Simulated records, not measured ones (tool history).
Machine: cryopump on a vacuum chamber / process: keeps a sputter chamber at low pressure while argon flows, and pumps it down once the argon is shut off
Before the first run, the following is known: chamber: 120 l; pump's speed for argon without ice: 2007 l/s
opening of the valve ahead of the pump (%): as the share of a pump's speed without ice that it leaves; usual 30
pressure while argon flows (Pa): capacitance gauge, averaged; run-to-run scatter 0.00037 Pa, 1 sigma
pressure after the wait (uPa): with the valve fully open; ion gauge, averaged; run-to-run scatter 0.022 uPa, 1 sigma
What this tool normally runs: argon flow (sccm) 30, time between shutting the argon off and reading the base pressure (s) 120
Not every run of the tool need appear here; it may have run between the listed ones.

run	day	argon flow (sccm)	time between shutting the argon off and reading the base pressure (s)	opening of the valve ahead of the pump (%)	pressure while argon flows (Pa)	pressure after the wait (uPa)
1	0.000	30	120	30	0.0854	0.53
2	1.696	30	120	16	0.1589	0.56
3	3.800	30	120	16	0.1589	0.61
4	5.900	30	120	16	0.1607	0.55
5	9.688	29	120	30	0.0837	0.57
6	13.054	20	214	36	0.0488	0.43
7	16.538	60	57	55	0.0993	1.05
8	18.946	13	289	30	0.0377	0.43
9	21.929	37	120	30	0.1092	0.65
10	25.646	23	23	32	0.0642	2.30

Selected run-to-run steps in pressure while argon flows (Pa), each split into two signed amounts: the part the tool would show with no hidden state at all (from settings, incoming material and random variation), and the remainder, which goes to the hidden state together with any gauge scatter not common to the measured and the hidden-state-free results:
The hidden state here: pump's speed, % of a pump's without ice; cold plate's temperature, K; leak into the chamber, uPa l/s; drift of the gauge itself on working_pa, %; drift of the gauge itself on base_upa, %.
Run 4 -> 5: argon flow (sccm) 30 -> 29, opening of the valve ahead of the pump (%) 16 -> 30. pressure while argon flows (Pa) -0.0770: hidden state +0.0004, all else -0.0774.
Run 7 -> 8: argon flow (sccm) 60 -> 13, time between shutting the argon off and reading the base pressure (s) 57 -> 289, opening of the valve ahead of the pump (%) 55 -> 30. pressure while argon flows (Pa) -0.0616: hidden state -0.0052, all else -0.0564.

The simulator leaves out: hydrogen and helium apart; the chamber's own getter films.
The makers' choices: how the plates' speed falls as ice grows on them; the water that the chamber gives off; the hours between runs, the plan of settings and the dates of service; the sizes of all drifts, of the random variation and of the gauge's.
